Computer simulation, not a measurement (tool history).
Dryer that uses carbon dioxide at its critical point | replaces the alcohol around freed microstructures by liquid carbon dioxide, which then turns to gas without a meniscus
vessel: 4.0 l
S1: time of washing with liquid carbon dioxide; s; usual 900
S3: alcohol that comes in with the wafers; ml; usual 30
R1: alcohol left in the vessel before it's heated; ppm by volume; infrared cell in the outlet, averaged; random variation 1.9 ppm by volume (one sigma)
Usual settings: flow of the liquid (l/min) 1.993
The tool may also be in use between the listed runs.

Run 1, hour 0.0: usual settings. Result: R1 24 ppm by volume.
Run 2, hour 15.6: usual settings. Result: R1 27 ppm by volume.
Run 3, hour 35.6: usual settings. Result: R1 24 ppm by volume.
Run 4, hour 55.3: usual settings. Result: R1 25 ppm by volume.
Run 5, hour 78.3: usual settings. Result: R1 26 ppm by volume.
Run 6, hour 92.3: usual settings. Result: R1 26 ppm by volume.
Run 7, hour 113.1: usual settings but S1 1380 s. Result: R1 19 ppm by volume.
Run 8, hour 136.2: usual settings but flow of the liquid (l/min) 3.010. Result: R1 20 ppm by volume.
Run 9, hour 168.4: usual settings but flow of the liquid (l/min) 3.010. Result: R1 18 ppm by volume.
Run 10, hour 195.6: usual settings but flow of the liquid (l/min) 3.010. Result: R1 19 ppm by volume.
Run 11, hour 226.2: usual settings but flow of the liquid (l/min) 3.010. Result: R1 21 ppm by volume.
Run 12, hour 251.3: usual settings. Result: R1 29 ppm by volume.
Run 13, hour 278.8: usual settings but S1 600 s. Result: R1 103 ppm by volume.
Run 14, hour 296.6: usual settings but S1 600 s. Result: R1 102 ppm by volume.
Run 15, hour 316.1: usual settings but S1 600 s. Result: R1 105 ppm by volume.
Run 16, hour 337.1: usual settings but S1 600 s. Result: R1 107 ppm by volume.
Run 17, hour 357.6: usual settings but S1 600 s. Result: R1 108 ppm by volume.
Run 18, hour 371.6: usual settings but S1 1080 s. Result: R1 23 ppm by volume.
Run 19, hour 385.5: usual settings. Result: R1 29 ppm by volume.
Run 20, hour 411.9: usual settings but S1 600 s. Result: R1 110 ppm by volume.
Run 21, hour 427.6: usual settings but S1 600 s. Result: R1 107 ppm by volume.
Run 22, hour 447.0: usual settings but flow of the liquid (l/min) 1.390. Result: R1 97 ppm by volume.
Run 23, hour 468.7: usual settings but flow of the liquid (l/min) 1.390. Result: R1 99 ppm by volume.
Run 24, hour 492.7: usual settings but flow of the liquid (l/min) 1.390. Result: R1 97 ppm by volume.
Run 25, hour 513.3: usual settings but flow of the liquid (l/min) 1.820. Result: R1 40 ppm by volume.
Run 26, hour 529.3: usual settings but flow of the liquid (l/min) 3.240, S3 24 ml. Result: R1 22 ppm by volume.
Run 27, hour 546.7: usual settings but flow of the liquid (l/min) 3.240, S3 26 ml. Result: R1 21 ppm by volume.
Run 28, hour 572.7: usual settings but flow of the liquid (l/min) 3.240, S3 26 ml. Result: R1 25 ppm by volume.
Run 29, hour 605.2: usual settings but flow of the liquid (l/min) 3.010, S3 106 ml. Result: R1 24 ppm by volume.
Run 30, hour 637.6: usual settings but flow of the liquid (l/min) 3.010, S3 106 ml. Result: R1 24 ppm by volume.
Run 31, hour 667.3: usual settings but flow of the liquid (l/min) 3.010, S3 106 ml. Result: R1 26 ppm by volume.
Run 32, hour 692.2: usual settings but S1 660 s, flow of the liquid (l/min) 1.490, S3 24 ml. Result: R1 199 ppm by volume.
Run 33, hour 708.4: usual settings but S1 1020 s, flow of the liquid (l/min) 1.490, S3 24 ml. Result: R1 49 ppm by volume.
Run 34, hour 724.9: usual settings but S1 1260 s, flow of the liquid (l/min) 2.500, S3 89 ml. Result: R1 21 ppm by volume.
Run 35, hour 746.1: usual settings but S1 780 s, flow of the liquid (l/min) 2.500, S3 105 ml. Result: R1 44 ppm by volume.
At hour 761.8: inlet filter changed.
Run 36, hour 767.6: usual settings but S1 780 s, flow of the liquid (l/min) 2.500, S3 105 ml. Result: R1 40 ppm by volume.
Run 37, hour 797.2: usual settings but S1 1260 s, S3 23 ml. Result: R1 26 ppm by volume.
Run 38, hour 825.7: usual settings but S1 1260 s, S3 23 ml. Result: R1 27 ppm by volume.
Run 39, hour 839.4: usual settings but S1 720 s, S3 22 ml. Result: R1 46 ppm by volume.
Run 40, hour 859.8: usual settings but flow of the liquid (l/min) 1.400, S3 119 ml. Result: R1 266 ppm by volume.
Run 41, hour 886.2: usual settings but flow of the liquid (l/min) 1.400, S3 119 ml. Result: R1 260 ppm by volume.
Run 42, hour 908.7: usual settings but S1 960 s, flow of the liquid (l/min) 1.400, S3 68 ml. Result: R1 129 ppm by volume.
Run 43, hour 930.7: usual settings but S1 660 s, S3 64 ml. Result: R1 125 ppm by volume.
Run 44, hour 961.5: usual settings but S1 1020 s, flow of the liquid (l/min) 2.510, S3 66 ml. Result: R1 26 ppm by volume.
Run 45, hour 979.8: usual settings but flow of the liquid (l/min) 1.370. Result: R1 96 ppm by volume.
Run 46, hour 1000.7: usual settings but flow of the liquid (l/min) 1.370. Result: R1 94 ppm by volume.
Run 47, hour 1019.6: usual settings but flow of the liquid (l/min) 1.370. Result: R1 99 ppm by volume.

Forecast each of these 4 alternatives for the next run:
Run A, hour 1046.1: usual settings but flow of the liquid (l/min) 1.370, S3 88 ml. Result: R1 ?.
Run B, hour 1046.1: usual settings but S1 780 s, flow of the liquid (l/min) 1.370. Result: R1 ?.
Run C, hour 1046.1: usual settings but S1 1020 s, flow of the liquid (l/min) 1.790, S3 54 ml. Result: R1 ?.
Run D, hour 1046.1: usual settings but flow of the liquid (l/min) 2.090. Result: R1 ?.

run   R1
  A  238
  B  161
  C   40
  D   31
Without the tool's hidden state the same runs would have given:
run   R1
  A  190
  B  124
  C   15
  D    7
